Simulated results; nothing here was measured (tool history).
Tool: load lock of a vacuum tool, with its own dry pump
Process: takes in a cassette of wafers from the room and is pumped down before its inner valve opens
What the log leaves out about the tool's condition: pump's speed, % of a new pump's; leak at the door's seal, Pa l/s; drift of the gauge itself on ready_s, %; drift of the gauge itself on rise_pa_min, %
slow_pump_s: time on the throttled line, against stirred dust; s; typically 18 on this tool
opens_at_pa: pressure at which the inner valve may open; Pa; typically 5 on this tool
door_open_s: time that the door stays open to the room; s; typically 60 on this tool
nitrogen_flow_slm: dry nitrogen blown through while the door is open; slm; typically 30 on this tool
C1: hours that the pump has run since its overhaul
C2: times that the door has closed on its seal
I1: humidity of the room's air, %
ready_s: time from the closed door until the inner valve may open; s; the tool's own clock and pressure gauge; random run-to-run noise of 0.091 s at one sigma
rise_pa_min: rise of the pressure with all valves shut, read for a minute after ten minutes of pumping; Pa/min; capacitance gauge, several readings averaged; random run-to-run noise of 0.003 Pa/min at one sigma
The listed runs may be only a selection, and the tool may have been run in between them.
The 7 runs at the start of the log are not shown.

{"run": 8, "hour": 863.1, "slow_pump_s": 18, "opens_at_pa": 5, "door_open_s": 60, "nitrogen_flow_slm": 36, "C1": 8754, "C2": 3577, "I1": 44.4, "ready_s": 29.31, "rise_pa_min": 0.018}
{"run": 9, "hour": 964.0, "slow_pump_s": 18, "opens_at_pa": 5, "door_open_s": 60, "nitrogen_flow_slm": 30, "C1": 8854, "C2": 3773, "I1": 43.0, "ready_s": 29.5, "rise_pa_min": 0.018}
{"run": 10, "hour": 1059.3, "slow_pump_s": 18, "opens_at_pa": 5, "door_open_s": 60, "nitrogen_flow_slm": 30, "C1": 8950, "C2": 3958, "I1": 47.7, "ready_s": 29.3, "rise_pa_min": 0.012}
{"run": 11, "hour": 1221.7, "slow_pump_s": 18, "opens_at_pa": 8, "door_open_s": 60, "nitrogen_flow_slm": 30, "C1": 9112, "C2": 4272, "I1": 46.1, "ready_s": 28.6, "rise_pa_min": 0.019}
{"run": 12, "hour": 1343.4, "slow_pump_s": 18, "opens_at_pa": 8, "door_open_s": 60, "nitrogen_flow_slm": 30, "C1": 9234, "C2": 4508, "I1": 45.8, "ready_s": 28.69, "rise_pa_min": 0.014}
{"run": 13, "hour": 1456.2, "slow_pump_s": 18, "opens_at_pa": 8, "door_open_s": 60, "nitrogen_flow_slm": 30, "C1": 9347, "C2": 4727, "I1": 42.6, "ready_s": 28.53, "rise_pa_min": 0.023}
{"run": 14, "hour": 1619.8, "slow_pump_s": 18, "opens_at_pa": 8, "door_open_s": 60, "nitrogen_flow_slm": 30, "C1": 9510, "C2": 5044, "I1": 44.4, "ready_s": 28.53, "rise_pa_min": 0.013}
{"run": 15, "hour": 1716.5, "slow_pump_s": 23, "opens_at_pa": 5, "door_open_s": 60, "nitrogen_flow_slm": 30, "C1": 9607, "C2": 5232, "I1": 46.7, "ready_s": 33.65, "rise_pa_min": 0.012}
{"run": 16, "hour": 1878.1, "slow_pump_s": 23, "opens_at_pa": 5, "door_open_s": 60, "nitrogen_flow_slm": 30, "C1": 9769, "C2": 5545, "I1": 45.3, "ready_s": 33.69, "rise_pa_min": 0.014}
{"run": 17, "hour": 1960.1, "slow_pump_s": 23, "opens_at_pa": 5, "door_open_s": 60, "nitrogen_flow_slm": 30, "C1": 9851, "C2": 5704, "I1": 43.0, "ready_s": 33.73, "rise_pa_min": 0.015}
{"run": 18, "hour": 2121.6, "slow_pump_s": 17, "opens_at_pa": 7, "door_open_s": 100, "nitrogen_flow_slm": 4, "C1": 10012, "C2": 6017, "I1": 47.4, "ready_s": 27.97, "rise_pa_min": 0.051}
{"run": 19, "hour": 2195.8, "slow_pump_s": 15, "opens_at_pa": 5, "door_open_s": 139, "nitrogen_flow_slm": 30, "C1": 10086, "C2": 6161, "I1": 44.1, "ready_s": 26.73, "rise_pa_min": 0.019}
{"run": 20, "hour": 2358.6, "slow_pump_s": 29, "opens_at_pa": 5, "door_open_s": 55, "nitrogen_flow_slm": 30, "C1": 10249, "C2": 6476, "I1": 47.2, "ready_s": 38.95, "rise_pa_min": 0.019}
{"run": 21, "hour": 2518.1, "slow_pump_s": 29, "opens_at_pa": 5, "door_open_s": 55, "nitrogen_flow_slm": 30, "C1": 10409, "C2": 6785, "I1": 45.8, "ready_s": 38.87, "rise_pa_min": 0.015}
{"run": 22, "hour": 2611.7, "slow_pump_s": 18, "opens_at_pa": 5, "door_open_s": 87, "nitrogen_flow_slm": 15, "C1": 10502, "C2": 6967, "I1": 41.1, "ready_s": 29.38, "rise_pa_min": 0.025}
{"run": 23, "hour": 2743.3, "slow_pump_s": 11, "opens_at_pa": 5, "door_open_s": 47, "nitrogen_flow_slm": 30, "C1": 10634, "C2": 7222, "I1": 44.2, "ready_s": 23.21, "rise_pa_min": 0.013}
{"run": 24, "hour": 2822.4, "slow_pump_s": 18, "opens_at_pa": 5, "door_open_s": 226, "nitrogen_flow_slm": 11, "C1": 10713, "C2": 7375, "I1": 45.8, "ready_s": 29.35, "rise_pa_min": 0.039}
{"run": 25, "hour": 2925.5, "slow_pump_s": 18, "opens_at_pa": 5, "door_open_s": 114, "nitrogen_flow_slm": 5, "C1": 10816, "C2": 7575, "I1": 45.5, "ready_s": 29.23, "rise_pa_min": 0.052}
{"run": 26, "hour": 3085.5, "slow_pump_s": 18, "opens_at_pa": 5, "door_open_s": 114, "nitrogen_flow_slm": 5, "C1": 10976, "C2": 7885, "I1": 44.4, "ready_s": 29.35, "rise_pa_min": 0.044}
{"run": 27, "hour": 3163.4, "slow_pump_s": 10, "opens_at_pa": 5, "door_open_s": 115, "nitrogen_flow_slm": 4, "C1": 11054, "C2": 8036, "I1": 44.7, "ready_s": 22.38, "rise_pa_min": 0.052}
{"run": 28, "hour": 3273.9, "slow_pump_s": 22, "opens_at_pa": 7, "door_open_s": 30, "nitrogen_flow_slm": 40, "C1": 11164, "C2": 8250, "I1": 46.2, "ready_s": 32.24, "rise_pa_min": 0.015}
{"run": 29, "hour": 3356.2, "slow_pump_s": 31, "opens_at_pa": 7, "door_open_s": 30, "nitrogen_flow_slm": 4, "C1": 11247, "C2": 8410, "I1": 42.4, "ready_s": 40.26, "rise_pa_min": 0.031}
{"run": 30, "hour": 3514.2, "slow_pump_s": 17, "opens_at_pa": 7, "door_open_s": 52, "nitrogen_flow_slm": 5, "C1": 11405, "C2": 8716, "I1": 43.5, "ready_s": 28.11, "rise_pa_min": 0.032}
{"run": 31, "hour": 3598.1, "slow_pump_s": 21, "opens_at_pa": 9, "door_open_s": 44, "nitrogen_flow_slm": 30, "C1": 11489, "C2": 8879, "I1": 48.9, "ready_s": 31.06, "rise_pa_min": 0.017}
{"run": 32, "hour": 3733.2, "slow_pump_s": 21, "opens_at_pa": 9, "door_open_s": 44, "nitrogen_flow_slm": 30, "C1": 11624, "C2": 9141, "I1": 40.7, "ready_s": 31.01, "rise_pa_min": 0.02}

Here are 3 independent what-if runs from the current tool condition. What would each one return?
{"run": "A", "hour": 3883.7, "slow_pump_s": 10, "opens_at_pa": 5, "door_open_s": 60, "nitrogen_flow_slm": 39, "C1": 11774, "C2": 9432, "I1": 45.0, "ready_s": "?", "rise_pa_min": "?"}
{"run": "B", "hour": 3883.7, "slow_pump_s": 18, "opens_at_pa": 5, "door_open_s": 60, "nitrogen_flow_slm": 30, "C1": 11774, "C2": 9432, "I1": 44.6, "ready_s": "?", "rise_pa_min": "?"}
{"run": "C", "hour": 3883.7, "slow_pump_s": 13, "opens_at_pa": 9, "door_open_s": 44, "nitrogen_flow_slm": 30, "C1": 11774, "C2": 9432, "I1": 42.6, "ready_s": "?", "rise_pa_min": "?"}

run=A ready_s=22.35 rise_pa_min=0.016
run=B ready_s=29.33 rise_pa_min=0.021
run=C ready_s=24.03 rise_pa_min=0.019
What these runs would have given with no unlogged condition in the tool:
run=A ready_s=22.34 rise_pa_min=0.016
run=B ready_s=29.32 rise_pa_min=0.021
run=C ready_s=24.03 rise_pa_min=0.019
